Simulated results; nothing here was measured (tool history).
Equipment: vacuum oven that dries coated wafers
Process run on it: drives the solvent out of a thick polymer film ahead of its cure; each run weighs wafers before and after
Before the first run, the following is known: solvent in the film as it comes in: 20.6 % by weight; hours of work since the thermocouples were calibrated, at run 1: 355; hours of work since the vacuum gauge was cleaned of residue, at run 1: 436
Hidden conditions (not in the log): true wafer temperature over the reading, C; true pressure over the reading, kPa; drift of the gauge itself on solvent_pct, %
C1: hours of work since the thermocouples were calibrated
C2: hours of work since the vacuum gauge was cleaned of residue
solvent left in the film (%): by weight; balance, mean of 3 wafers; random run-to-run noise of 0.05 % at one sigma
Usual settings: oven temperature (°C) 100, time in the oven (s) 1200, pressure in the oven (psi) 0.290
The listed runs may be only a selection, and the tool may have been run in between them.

{"run": 1, "hour": 0.0, "oven temperature (°C)": 100, "time in the oven (s)": 1200, "pressure in the oven (psi)": 0.29, "C1": 355, "C2": 436, "solvent left in the film (%)": 2.74}
{"run": 2, "hour": 83.1, "oven temperature (°C)": 100, "time in the oven (s)": 1200, "pressure in the oven (psi)": 0.29, "C1": 410, "C2": 491, "solvent left in the film (%)": 2.79}
{"run": 3, "hour": 169.0, "oven temperature (°C)": 100, "time in the oven (s)": 1200, "pressure in the oven (psi)": 0.29, "C1": 468, "C2": 549, "solvent left in the film (%)": 2.77}
{"run": 4, "hour": 212.6, "oven temperature (°C)": 100, "time in the oven (s)": 1200, "pressure in the oven (psi)": 0.29, "C1": 497, "C2": 578, "solvent left in the film (%)": 2.89}
{"run": 5, "hour": 281.4, "oven temperature (°C)": 100, "time in the oven (s)": 1200, "pressure in the oven (psi)": 0.29, "C1": 542, "C2": 623, "solvent left in the film (%)": 2.75}
{"run": 6, "hour": 337.4, "oven temperature (°C)": 100, "time in the oven (s)": 1200, "pressure in the oven (psi)": 0.29, "C1": 580, "C2": 661, "solvent left in the film (%)": 2.99}
{"run": 7, "hour": 379.2, "oven temperature (°C)": 100, "time in the oven (s)": 1200, "pressure in the oven (psi)": 0.29, "C1": 607, "C2": 688, "solvent left in the film (%)": 2.94}
{"run": 8, "hour": 431.0, "oven temperature (°C)": 100, "time in the oven (s)": 1200, "pressure in the oven (psi)": 0.596, "C1": 642, "C2": 723, "solvent left in the film (%)": 3.44}
{"run": 9, "hour": 497.8, "oven temperature (°C)": 100, "time in the oven (s)": 1200, "pressure in the oven (psi)": 0.606, "C1": 686, "C2": 767, "solvent left in the film (%)": 3.57}
{"run": 10, "hour": 546.2, "oven temperature (°C)": 103, "time in the oven (s)": 1200, "pressure in the oven (psi)": 0.29, "C1": 719, "C2": 800, "solvent left in the film (%)": 2.13}
{"run": 11, "hour": 619.0, "oven temperature (°C)": 100, "time in the oven (s)": 1200, "pressure in the oven (psi)": 0.29, "C1": 767, "C2": 848, "solvent left in the film (%)": 2.98}
{"run": 12, "hour": 678.6, "oven temperature (°C)": 100, "time in the oven (s)": 1200, "pressure in the oven (psi)": 0.29, "C1": 807, "C2": 888, "solvent left in the film (%)": 3.05}
{"run": 13, "hour": 756.2, "oven temperature (°C)": 100, "time in the oven (s)": 1200, "pressure in the oven (psi)": 0.29, "C1": 858, "C2": 939, "solvent left in the film (%)": 3.01}
{"run": 14, "hour": 829.0, "oven temperature (°C)": 103, "time in the oven (s)": 1200, "pressure in the oven (psi)": 0.29, "C1": 907, "C2": 988, "solvent left in the film (%)": 2.24}
{"run": 15, "hour": 872.0, "oven temperature (°C)": 100, "time in the oven (s)": 1200, "pressure in the oven (psi)": 0.29, "C1": 935, "C2": 1016, "solvent left in the film (%)": 3.19}
{"run": 16, "hour": 916.4, "oven temperature (°C)": 100, "time in the oven (s)": 1200, "pressure in the oven (psi)": 0.29, "C1": 965, "C2": 1046, "solvent left in the film (%)": 3.19}
{"run": 17, "hour": 975.8, "oven temperature (°C)": 100, "time in the oven (s)": 1200, "pressure in the oven (psi)": 0.29, "C1": 1004, "C2": 1085, "solvent left in the film (%)": 3.19}
{"run": 18, "hour": 1035.7, "oven temperature (°C)": 100, "time in the oven (s)": 1200, "pressure in the oven (psi)": 0.29, "C1": 1044, "C2": 1125, "solvent left in the film (%)": 3.11}
{"run": 19, "hour": 1109.9, "oven temperature (°C)": 100, "time in the oven (s)": 1200, "pressure in the oven (psi)": 0.29, "C1": 1094, "C2": 1175, "solvent left in the film (%)": 3.36}
{"run": 20, "hour": 1153.4, "oven temperature (°C)": 100, "time in the oven (s)": 1200, "pressure in the oven (psi)": 0.29, "C1": 1123, "C2": 1204, "solvent left in the film (%)": 3.27}
{"run": 21, "hour": 1234.7, "oven temperature (°C)": 100, "time in the oven (s)": 1200, "pressure in the oven (psi)": 0.29, "C1": 1177, "C2": 1258, "solvent left in the film (%)": 3.28}
{"run": 22, "hour": 1316.1, "oven temperature (°C)": 100, "time in the oven (s)": 1200, "pressure in the oven (psi)": 0.29, "C1": 1231, "C2": 1312, "solvent left in the film (%)": 3.32}
{"run": 23, "hour": 1382.7, "oven temperature (°C)": 105, "time in the oven (s)": 1380, "pressure in the oven (psi)": 0.264, "C1": 1275, "C2": 1356, "solvent left in the film (%)": 1.43}
{"run": 24, "hour": 1444.2, "oven temperature (°C)": 86, "time in the oven (s)": 960, "pressure in the oven (psi)": 0.148, "C1": 1316, "C2": 1397, "solvent left in the film (%)": 10.22}
{"run": 25, "hour": 1525.2, "oven temperature (°C)": 106, "time in the oven (s)": 780, "pressure in the oven (psi)": 0.281, "C1": 1370, "C2": 1451, "solvent left in the film (%)": 3.42}
{"run": 26, "hour": 1571.0, "oven temperature (°C)": 106, "time in the oven (s)": 900, "pressure in the oven (psi)": 0.281, "C1": 1400, "C2": 1482, "solvent left in the film (%)": 2.84}
{"run": 27, "hour": 1639.0, "oven temperature (°C)": 100, "time in the oven (s)": 1260, "pressure in the oven (psi)": 0.175, "C1": 1446, "C2": 1527, "solvent left in the film (%)": 3.11}
{"run": 28, "hour": 1699.1, "oven temperature (°C)": 91, "time in the oven (s)": 1800, "pressure in the oven (psi)": 0.175, "C1": 1486, "C2": 1567, "solvent left in the film (%)": 4.77}
{"hour": 1740.8, "done": "vacuum gauge cleaned of residue and calibrated"}
{"run": 29, "hour": 1771.7, "oven temperature (°C)": 91, "time in the oven (s)": 1800, "pressure in the oven (psi)": 0.175, "C1": 1533, "C2": 21, "solvent left in the film (%)": 4.74}
{"run": 30, "hour": 1851.4, "oven temperature (°C)": 91, "time in the oven (s)": 1800, "pressure in the oven (psi)": 0.175, "C1": 1586, "C2": 74, "solvent left in the film (%)": 4.69}
{"run": 31, "hour": 1929.6, "oven temperature (°C)": 106, "time in the oven (s)": 1800, "pressure in the oven (psi)": 0.397, "C1": 1638, "C2": 126, "solvent left in the film (%)": 1.07}
{"hour": 1967.1, "done": "oven's thermocouples calibrated"}
{"run": 32, "hour": 2018.4, "oven temperature (°C)": 87, "time in the oven (s)": 1200, "pressure in the oven (psi)": 0.77, "C1": 34, "C2": 183, "solvent left in the film (%)": 8.41}
{"run": 33, "hour": 2104.0, "oven temperature (°C)": 99, "time in the oven (s)": 1200, "pressure in the oven (psi)": 0.29, "C1": 91, "C2": 240, "solvent left in the film (%)": 2.64}
{"run": 34, "hour": 2152.4, "oven temperature (°C)": 108, "time in the oven (s)": 900, "pressure in the oven (psi)": 0.486, "C1": 123, "C2": 273, "solvent left in the film (%)": 1.75}
{"run": 35, "hour": 2214.5, "oven temperature (°C)": 100, "time in the oven (s)": 1020, "pressure in the oven (psi)": 0.445, "C1": 165, "C2": 314, "solvent left in the film (%)": 3.4}
{"run": 36, "hour": 2262.3, "oven temperature (°C)": 112, "time in the oven (s)": 720, "pressure in the oven (psi)": 0.837, "C1": 196, "C2": 346, "solvent left in the film (%)": 1.98}
{"run": 37, "hour": 2312.5, "oven temperature (°C)": 112, "time in the oven (s)": 720, "pressure in the oven (psi)": 0.837, "C1": 230, "C2": 379, "solvent left in the film (%)": 2.02}
{"run": 38, "hour": 2375.0, "oven temperature (°C)": 99, "time in the oven (s)": 1680, "pressure in the oven (psi)": 0.837, "C1": 271, "C2": 421, "solvent left in the film (%)": 2.66}
{"run": 39, "hour": 2427.0, "oven temperature (°C)": 99, "time in the oven (s)": 1680, "pressure in the oven (psi)": 0.837, "C1": 306, "C2": 455, "solvent left in the film (%)": 2.76}
{"run": 40, "hour": 2482.2, "oven temperature (°C)": 99, "time in the oven (s)": 1260, "pressure in the oven (psi)": 0.97, "C1": 343, "C2": 492, "solvent left in the film (%)": 3.85}
{"run": 41, "hour": 2531.9, "oven temperature (°C)": 99, "time in the oven (s)": 1260, "pressure in the oven (psi)": 0.97, "C1": 376, "C2": 525, "solvent left in the film (%)": 3.88}
{"run": 42, "hour": 2607.3, "oven temperature (°C)": 100, "time in the oven (s)": 840, "pressure in the oven (psi)": 0.97, "C1": 426, "C2": 575, "solvent left in the film (%)": 5.43}

Some steps in solvent left in the film (%), run to run, broken into two amounts with sign: the step expected even without the hidden condition (settings, incoming material, random variation), and the rest, left for the hidden condition together with whatever gauge scatter is not in both the measured and the hidden-condition-free result:
Run 23 -> 24: oven temperature (°C) 105 -> 86, time in the oven (s) 1380 -> 960, pressure in the oven (psi) 0.264 -> 0.148. solvent left in the film (%) +8.79: hidden state +0.74, all else +8.05.
Run 24 -> 25: oven temperature (°C) 86 -> 106, time in the oven (s) 960 -> 780, pressure in the oven (psi) 0.148 -> 0.281. solvent left in the film (%) -6.80: hidden state -0.23, all else -6.57.
Run 30 -> 31: oven temperature (°C) 91 -> 106, pressure in the oven (psi) 0.175 -> 0.397. solvent left in the film (%) -3.62: hidden state -1.10, all else -2.52.
Run 31 -> 32: oven temperature (°C) 106 -> 87, time in the oven (s) 1800 -> 1200, pressure in the oven (psi) 0.397 -> 0.770, oven's thermocouples calibrated. solvent left in the film (%) +7.34: hidden state -0.50, all else +7.84.
